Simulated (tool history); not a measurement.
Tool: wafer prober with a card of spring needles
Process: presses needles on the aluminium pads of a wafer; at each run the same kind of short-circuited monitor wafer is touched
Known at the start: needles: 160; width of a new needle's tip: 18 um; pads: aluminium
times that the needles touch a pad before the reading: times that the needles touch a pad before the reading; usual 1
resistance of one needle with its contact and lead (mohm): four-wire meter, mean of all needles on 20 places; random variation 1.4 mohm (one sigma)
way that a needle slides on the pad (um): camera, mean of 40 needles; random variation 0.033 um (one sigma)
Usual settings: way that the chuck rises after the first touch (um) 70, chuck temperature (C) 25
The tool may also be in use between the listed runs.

run     day  way that the chuck rises after the first touch (um)  chuck temperature (C)  times that the needles touch a pad before the reading  resistance of one needle with its contact and lead (mohm)  way that a needle slides on the pad (um)
  1       0                                                   70                     25                                                      1                                                        128                                     13.26
      0.121  -- tips cleaned on abrasive film
      0.271  -- tips cleaned on abrasive film
      0.421  -- tips cleaned on abrasive film
      0.571  -- tips cleaned on abrasive film
        0.7  -- tips cleaned on abrasive film
  2     0.7                                                   70                     25                                                      1                                                        128                                     13.22
       0.85  -- tips cleaned on abrasive film
          1  -- tips cleaned on abrasive film
       1.15  -- tips cleaned on abrasive film
      1.275  -- tips cleaned on abrasive film
  3   1.346                                                   70                     25                                                      1                                                        127                                      13.2
      1.408  -- tips cleaned on abrasive film
      1.529  -- tips cleaned on abrasive film
      1.679  -- tips cleaned on abrasive film
      1.829  -- tips cleaned on abrasive film
  4   1.875                                                   70                     25                                                      1                                                        125                                     13.15
      1.967  -- tips cleaned on abrasive film
      2.121  -- tips cleaned on abrasive film
      2.271  -- tips cleaned on abrasive film
      2.421  -- tips cleaned on abrasive film
      2.571  -- tips cleaned on abrasive film
  5   2.596                                                   70                     25                                                      1                                                        128                                     13.13
      2.717  -- tips cleaned on abrasive film
      2.867  -- tips cleaned on abrasive film
      2.992  -- tips cleaned on abrasive film
  6   2.992                                                   70                     25                                                      1                                                        126                                     13.11
      3.112  -- tips cleaned on abrasive film
      3.262  -- tips cleaned on abrasive film
      3.417  -- tips cleaned on abrasive film
  7   3.479                                                   70                     25                                                      1                                                        127                                     13.16
      3.542  -- tips cleaned on abrasive film
      3.692  -- tips cleaned on abrasive film
      3.812  -- tips cleaned on abrasive film
      3.962  -- tips cleaned on abrasive film
  8   4.058                                                   70                     25                                                      1                                                        126                                     13.11
      4.092  -- tips cleaned on abrasive film
      4.242  -- tips cleaned on abrasive film
      4.392  -- tips cleaned on abrasive film
  9   4.471                                                   70                     25                                                      1                                                        127                                     13.12
      4.533  -- tips cleaned on abrasive film
      4.683  -- tips cleaned on abrasive film
      4.833  -- tips cleaned on abrasive film
      4.983  -- tips cleaned on abrasive film
 10   5.075                                                   70                     25                                                      1                                                        128                                     13.11
      5.104  -- tips cleaned on abrasive film
      5.258  -- tips cleaned on abrasive film
      5.408  -- tips cleaned on abrasive film
      5.558  -- tips cleaned on abrasive film
 11     5.6                                                   70                     25                                                      3                                                        126                                     13.12
      5.692  -- tips cleaned on abrasive film
      5.733  -- height of the first contact set anew
      5.825  -- tips cleaned on abrasive film
      5.975  -- tips cleaned on abrasive film
      6.125  -- tips cleaned on abrasive film
 12   6.142                                                   70                     25                                                      1                                                        127                                     13.03
      6.262  -- tips cleaned on abrasive film
      6.412  -- tips cleaned on abrasive film
 13   6.475                                                   70                     25                                                      1                                                        128                                     13.04
      6.538  -- tips cleaned on abrasive film
      6.688  -- tips cleaned on abrasive film
      6.821  -- tips cleaned on abrasive film
 14   6.821                                                   70                    117                                                      2                                                        141                                     13.04
      6.971  -- tips cleaned on abrasive film
      7.121  -- tips cleaned on abrasive film
 15   7.221                                                   70                    117                                                      2                                                        143                                     13.05
      7.254  -- tips cleaned on abrasive film
      7.404  -- tips cleaned on abrasive film
      7.554  -- tips cleaned on abrasive film
      7.704  -- tips cleaned on abrasive film
      7.846  -- tips cleaned on abrasive film
 16   7.846                                                   68                     29                                                      1                                                        126                                     12.68
      7.967  -- tips cleaned on abrasive film
      8.117  -- tips cleaned on abrasive film
      8.267  -- tips cleaned on abrasive film
      8.417  -- tips cleaned on abrasive film
 17   8.442                                                   68                     29                                                      1                                                        128                                     12.65
      8.562  -- tips cleaned on abrasive film
      8.712  -- tips cleaned on abrasive film
 18   8.825                                                   68                     29                                                      1                                                        128                                     12.64
      8.858  -- tips cleaned on abrasive film
      9.008  -- tips cleaned on abrasive film
      9.158  -- tips cleaned on abrasive film
      9.308  -- tips cleaned on abrasive film
 19   9.404                                                   68                    112                                                      2                                                        145                                     12.63
      9.438  -- tips cleaned on abrasive film
      9.562  -- tips cleaned on abrasive film
      9.712  -- tips cleaned on abrasive film
      9.862  -- tips cleaned on abrasive film
     10.012  -- tips cleaned on abrasive film
 20  10.067                                                   68                    112                                                      2                                                        144                                     12.63
     10.158  -- tips cleaned on abrasive film
     10.308  -- tips cleaned on abrasive film
     10.429  -- tips cleaned on abrasive film
     10.579  -- tips cleaned on abrasive film
     10.729  -- tips cleaned on abrasive film
 21  10.771                                                   87                     57                                                      2                                                        124                                     16.15
     10.862  -- tips cleaned on abrasive film
     11.012  -- tips cleaned on abrasive film
     11.167  -- tips cleaned on abrasive film
 22  11.208                                                   87                     57                                                      2                                                        125                                     16.06
       11.3  -- tips cleaned on abrasive film
      11.45  -- tips cleaned on abrasive film
     11.571  -- tips cleaned on abrasive film
     11.721  -- tips cleaned on abrasive film
 23  11.746                                                   55                     69                                                      1                                                        142                                     10.13
     11.867  -- tips cleaned on abrasive film
     11.908  -- height of the first contact set anew
     12.029  -- tips cleaned on abrasive film
     12.179  -- tips cleaned on abrasive film
 24  12.267                                                   52                     40                                                      1                                                        136                                      9.59
     12.329  -- tips cleaned on abrasive film
      12.45  -- tips cleaned on abrasive film
       12.6  -- tips cleaned on abrasive film
      12.75  -- tips cleaned on abrasive film
 25  12.821                                                   70                     29                                                      2                                                        128                                     12.96
     12.883  -- tips cleaned on abrasive film
     13.033  -- tips cleaned on abrasive film
     13.183  -- tips cleaned on abrasive film
     13.333  -- tips cleaned on abrasive film
 26  13.412                                                   70                     29                                                      2                                                        129                                     12.93

Forecast each of these 4 alternatives for the next run:
     13.475  -- tips cleaned on abrasive film
     13.504  -- gauge calibrated
     13.625  -- tips cleaned on abrasive film
     13.775  -- tips cleaned on abrasive film
     13.925  -- tips cleaned on abrasive film
  A  14.012                                                   70                     30                                                      2                                                          ?                                         ?
     13.475  -- tips cleaned on abrasive film
     13.504  -- gauge calibrated
     13.625  -- tips cleaned on abrasive film
     13.775  -- tips cleaned on abrasive film
     13.925  -- tips cleaned on abrasive film
  B  14.012                                                   70                     29                                                      2                                                          ?                                         ?
     13.475  -- tips cleaned on abrasive film
     13.504  -- gauge calibrated
     13.625  -- tips cleaned on abrasive film
     13.775  -- tips cleaned on abrasive film
     13.925  -- tips cleaned on abrasive film
  C  14.012                                                   50                     92                                                      1                                                          ?                                         ?
     13.475  -- tips cleaned on abrasive film
     13.504  -- gauge calibrated
     13.625  -- tips cleaned on abrasive film
     13.775  -- tips cleaned on abrasive film
     13.925  -- tips cleaned on abrasive film
  D  14.012                                                   70                     44                                                      1                                                          ?                                         ?

run  resistance of one needle with its contact and lead (mohm)  way that a needle slides on the pad (um)
  A                                                        128                                      13.2
  B                                                        128                                     13.16
  C                                                        150                                      9.41
  D                                                        129                                     13.19
Without the tool's hidden state the same runs would have given:
run  resistance of one needle with its contact and lead (mohm)  way that a needle slides on the pad (um)
  A                                                        128                                     13.21
  B                                                        128                                     13.17
  C                                                        149                                      9.42
  D                                                        129                                      13.2
